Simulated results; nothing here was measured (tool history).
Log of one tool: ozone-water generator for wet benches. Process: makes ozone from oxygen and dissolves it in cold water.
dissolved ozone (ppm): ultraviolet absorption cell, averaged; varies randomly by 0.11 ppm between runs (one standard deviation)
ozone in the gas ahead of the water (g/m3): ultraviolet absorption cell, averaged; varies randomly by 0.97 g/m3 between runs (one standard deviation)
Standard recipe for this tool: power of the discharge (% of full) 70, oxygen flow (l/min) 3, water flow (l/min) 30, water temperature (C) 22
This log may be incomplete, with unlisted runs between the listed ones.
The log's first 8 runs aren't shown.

| run | day | power of the discharge (% of full) | oxygen flow (l/min) | water flow (l/min) | water temperature (C) | dissolved ozone (ppm) | ozone in the gas ahead of the water (g/m3) |
|---|---|---|---|---|---|---|---|
| 9 | 9.317 | 50 | 3 | 30 | 22 | 6.8 | 132.8 |
| 10 | 10.342 | 50 | 3 | 30 | 22 | 6.6 | 133.9 |
| 11 | 11.733 | 70 | 3 | 30 | 22 | 8.4 | 165.4 |
| 12 | 12.5 | 70 | 3 | 30 | 22 | 8.3 | 167.3 |
| 13 | 13.488 | 70 | 3 | 30 | 22 | 8.3 | 166.9 |
| 14 | 14.629 | 70 | 3 | 30 | 22 | 8.3 | 166.4 |
| 15 | 15.421 | 70 | 3 | 23 | 22 | 10.6 | 168.3 |
| 16 | 16.854 | 70 | 3 | 23 | 22 | 10.8 | 165.9 |
| 17 | 17.612 | 70 | 3 | 23 | 22 | 10.8 | 168.4 |
| 18 | 18.592 | 79 | 1.96 | 30 | 18 | 8 | 212.1 |
| 19 | 19.338 | 79 | 1.96 | 18 | 23 | 12.9 | 212.6 |
| 20 | 20.021 | 79 | 1.96 | 18 | 23 | 12.9 | 213.9 |
| 21 | 20.629 | 79 | 1.96 | 18 | 23 | 12.8 | 213.8 |
| 22 | 21.662 | 70 | 4.09 | 30 | 22 | 9.1 | 147.6 |
| 23 | 22.733 | 70 | 3 | 30 | 22 | 8.4 | 166.3 |
| 24 | 23.362 | 52 | 2.03 | 45 | 14 | 3.9 | 159.9 |
| 25 | 24.321 | 52 | 2.03 | 45 | 14 | 4 | 160.1 |
| 26 | 25.654 | 52 | 2.03 | 45 | 14 | 3.8 | 160.9 |
| 27 | 26.404 | 95 | 4 | 45 | 19 | 7.5 | 181.3 |
| 28 | 27.383 | 95 | 4 | 45 | 19 | 7.4 | 179.5 |
| 29 | 28.9 | 62 | 2.97 | 43 | 19 | 5.3 | 153.8 |
| 30 | 29.65 | 62 | 2.97 | 43 | 19 | 5.3 | 156.3 |
| 31 | 30.95 | 43 | 2.97 | 43 | 19 | 4.3 | 120.6 |
| 32 | 32.154 | 43 | 2.97 | 43 | 19 | 4.3 | 121.8 |

What if the next run were any one of these 4? Each begins from the tool's condition after run 32:
| A | 33.492 | 43 | 3.85 | 26 | 19 | ? | ? |
| B | 33.492 | 70 | 3.42 | 30 | 29 | ? | ? |
| C | 33.492 | 70 | 3.06 | 30 | 21 | ? | ? |
| D | 33.492 | 41 | 1.69 | 43 | 20 | ? | ? |

| run | dissolved ozone (ppm) | ozone in the gas ahead of the water (g/m3) |
|---|---|---|
| A | 8 | 109.4 |
| B | 8.1 | 157.1 |
| C | 8.6 | 164.1 |
| D | 3.3 | 148.2 |
Had the tool no hidden state, the same runs would have come out as:
| run | dissolved ozone (ppm) | ozone in the gas ahead of the water (g/m3) |
|---|---|---|
| A | 8 | 109.4 |
| B | 8.1 | 157.2 |
| C | 8.6 | 164.2 |
| D | 3.3 | 148.2 |
